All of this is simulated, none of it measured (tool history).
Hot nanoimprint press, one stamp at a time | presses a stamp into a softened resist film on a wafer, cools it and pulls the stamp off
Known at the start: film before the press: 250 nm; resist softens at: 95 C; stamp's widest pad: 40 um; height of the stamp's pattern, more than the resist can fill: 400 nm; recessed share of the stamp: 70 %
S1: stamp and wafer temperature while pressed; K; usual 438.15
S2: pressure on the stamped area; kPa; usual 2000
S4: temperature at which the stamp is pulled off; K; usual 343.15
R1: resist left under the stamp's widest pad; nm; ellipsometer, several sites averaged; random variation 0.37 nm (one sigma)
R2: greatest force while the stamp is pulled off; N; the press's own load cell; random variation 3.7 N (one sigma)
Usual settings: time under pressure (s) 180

run 1 hour=0.0 | S1=438.15 S2=2000 time_under_pressure_(s)=180 S4=343.15 | R1=144.2 R2=315
-- hour=9.3 stamp cleaned and given a new release coat
run 2 hour=19.4 | S1=438.15 S2=2000 time_under_pressure_(s)=180 S4=343.15 | R1=144.3 R2=177
run 3 hour=32.8 | S1=438.15 S2=2000 time_under_pressure_(s)=180 S4=343.15 | R1=145.2 R2=177
run 4 hour=52.7 | S1=438.15 S2=2000 time_under_pressure_(s)=327 S4=343.15 | R1=120.4 R2=185
run 5 hour=68.6 | S1=438.15 S2=1500 time_under_pressure_(s)=180 S4=343.15 | R1=164.8 R2=189
run 6 hour=82.1 | S1=438.15 S2=2000 time_under_pressure_(s)=90 S4=343.15 | R1=174.4 R2=194
run 7 hour=91.4 | S1=438.15 S2=2000 time_under_pressure_(s)=90 S4=343.15 | R1=175.2 R2=203
run 8 hour=105.5 | S1=438.15 S2=2000 time_under_pressure_(s)=90 S4=343.15 | R1=174.4 R2=195
run 9 hour=116.8 | S1=438.15 S2=2000 time_under_pressure_(s)=90 S4=343.15 | R1=175.0 R2=199
run 10 hour=132.5 | S1=438.15 S2=2000 time_under_pressure_(s)=90 S4=343.15 | R1=174.9 R2=200
run 11 hour=145.8 | S1=438.15 S2=2510 time_under_pressure_(s)=180 S4=343.15 | R1=130.9 R2=208
run 12 hour=165.1 | S1=438.15 S2=2510 time_under_pressure_(s)=180 S4=343.15 | R1=130.9 R2=208
run 13 hour=178.2 | S1=438.15 S2=2000 time_under_pressure_(s)=180 S4=343.15 | R1=146.7 R2=204
run 14 hour=197.1 | S1=438.15 S2=2000 time_under_pressure_(s)=180 S4=343.15 | R1=146.1 R2=207
run 15 hour=213.4 | S1=438.15 S2=2000 time_under_pressure_(s)=180 S4=343.15 | R1=145.7 R2=208
run 16 hour=235.4 | S1=432.15 S2=2000 time_under_pressure_(s)=180 S4=331.15 | R1=169.4 R2=284
run 17 hour=246.2 | S1=439.15 S2=2000 time_under_pressure_(s)=109 S4=343.15 | R1=164.2 R2=222
run 18 hour=257.8 | S1=427.15 S2=2000 time_under_pressure_(s)=180 S4=348.15 | R1=188.8 R2=199
run 19 hour=274.8 | S1=439.15 S2=1230 time_under_pressure_(s)=180 S4=348.15 | R1=175.4 R2=192
run 20 hour=289.0 | S1=439.15 S2=1230 time_under_pressure_(s)=180 S4=348.15 | R1=176.0 R2=202
run 21 hour=301.9 | S1=447.15 S2=2000 time_under_pressure_(s)=180 S4=329.15 | R1=117.6 R2=311

Forecast run 22:
run 22 hour=322.5 | S1=447.15 S2=1450 time_under_pressure_(s)=165 S4=335.15 | R1=? R2=?

Run 22 gave R1 141.9 nm, R2 274 N.
Without the tool's hidden state the same run would have given R1 137.2 nm, R2 209 N.
